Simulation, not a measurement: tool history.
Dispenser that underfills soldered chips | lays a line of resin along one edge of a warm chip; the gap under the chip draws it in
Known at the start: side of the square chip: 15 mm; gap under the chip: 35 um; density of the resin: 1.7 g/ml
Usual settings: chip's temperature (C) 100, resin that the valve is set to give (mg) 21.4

run     day  chip's temperature (C)  resin that the valve is set to give (mg)  time until the resin shows at the far edge (s)  resin that the valve gave (mg)
  1   0.000                     100                                      21.4                                           545.5                           20.37
      0.092  -- new syringe of resin
  2   0.554                     100                                      21.4                                           463.0                           20.31
      0.762  -- new syringe of resin
  3   1.133                     100                                      21.4                                           409.5                           19.99
      1.417  -- new syringe of resin
  4   1.654                     100                                      21.4                                           328.5                           20.03
      2.058  -- new syringe of resin
  5   2.058                     100                                      21.4                                           234.6                           19.62
      2.321  -- dispensing valve cleaned and set on the balance
  6   2.654                     106                                      21.4                                           401.1                           21.33
      2.750  -- new syringe of resin
  7   3.188                     106                                      21.5                                           347.9                           21.18
      3.392  -- new syringe of resin
  8   3.625                     106                                      21.5                                           249.2                           21.23
  9   3.888                     100                                      21.4                                           476.2                           20.74
      4.038  -- new syringe of resin
 10   4.471                     100                                      21.4                                           439.9                           20.62
      4.725  -- new syringe of resin
 11   4.958                     100                                      21.4                                           311.3                           20.37
 12   5.254                     100                                      22.0                                           481.4                           20.78
      5.379  -- new syringe of resin
 13   5.742                     100                                      22.0                                           398.0                           20.84
      6.062  -- new syringe of resin
 14   6.254                     100                                      22.0                                           300.9                           20.57
 15   6.650                     100                                      25.0                                           525.6                           23.16
      6.717  -- new syringe of resin
      7.004  -- dispensing valve cleaned and set on the balance
 16   7.046                     100                                      21.4                                           352.6                           21.28
 17   7.371                     100                                      23.3                                           550.5                           23.17
      7.429  -- new syringe of resin
 18   7.750                     100                                      23.3                                           363.0                           23.00
 19   8.021                     100                                      23.3                                           534.2                           22.84
      8.083  -- new syringe of resin
 20   8.588                     100                                      23.3                                           470.7                           22.57
      8.721  -- new syringe of resin
 21   9.167                     100                                      23.3                                           432.9                           22.46
      9.362  -- new syringe of resin
 22   9.733                     100                                      23.3                                           386.6                           22.12
     10.017  -- new syringe of resin
 23  10.117                     100                                      23.3                                           260.4                           22.09
 24  10.379                     100                                      23.3                                           378.0                           21.99
     10.671  -- new syringe of resin
 25  10.688                      86                                      26.1                                           427.3                           24.34
 26  11.008                      86                                      26.1                                           688.2                           24.23
     11.317  -- new syringe of resin
 27  11.429                     112                                      20.1                                           168.5                           18.51
     11.675  -- dispensing valve cleaned and set on the balance
     12.029  -- new syringe of resin
 28  12.029                     112                                      20.1                                           137.8                           20.16
 29  12.558                     112                                      20.1                                           294.9                           19.91
     12.700  -- new syringe of resin
 30  12.825                      90                                      20.0                                           429.3                           19.62
 31  13.196                     108                                      20.2                                           335.2                           19.80
     13.346  -- new syringe of resin
 32  13.800                     108                                      22.2                                           302.6                           21.42
     14.033  -- new syringe of resin
 33  14.104                     108                                      22.2                                           182.0                           21.29
 34  14.612                      92                                      21.0                                           756.5                           19.99
     14.696  -- new syringe of resin
 35  15.012                      92                                      21.0                                           515.4                           19.75
     15.379  -- new syringe of resin
 36  15.529                      92                                      25.4                                           394.5                           23.73

Some steps in time until the resin shows at the far edge (s) between neighbouring runs. How much of each would the tool show without its hidden state too (settings, what came in, random variation), and how much is left for the hidden state, with any gauge scatter that isn't in both results?
The hidden state here: resin's viscosity, % of fresh resin's; dose that the valve gives, % of what is set; true chip temperature over the reading, C; drift of the gauge itself on fill_s, %; drift of the gauge itself on given_mg, %.
Run 25 -> 26: no setting changed, nothing entered. time until the resin shows at the far edge (s) +260.9: hidden state +255.2, all else +5.7.
Run 26 -> 27: chip's temperature (C) 86 -> 112, resin that the valve is set to give (mg) 26.1 -> 20.1, new syringe of resin. time until the resin shows at the far edge (s) -519.7: hidden state -225.8, all else -293.9.
Run 33 -> 34: chip's temperature (C) 108 -> 92, resin that the valve is set to give (mg) 22.2 -> 21.0. time until the resin shows at the far edge (s) +574.5: hidden state +406.1, all else +168.4.
Run 34 -> 35: new syringe of resin. time until the resin shows at the far edge (s) -241.1: hidden state -243.0, all else +1.9.

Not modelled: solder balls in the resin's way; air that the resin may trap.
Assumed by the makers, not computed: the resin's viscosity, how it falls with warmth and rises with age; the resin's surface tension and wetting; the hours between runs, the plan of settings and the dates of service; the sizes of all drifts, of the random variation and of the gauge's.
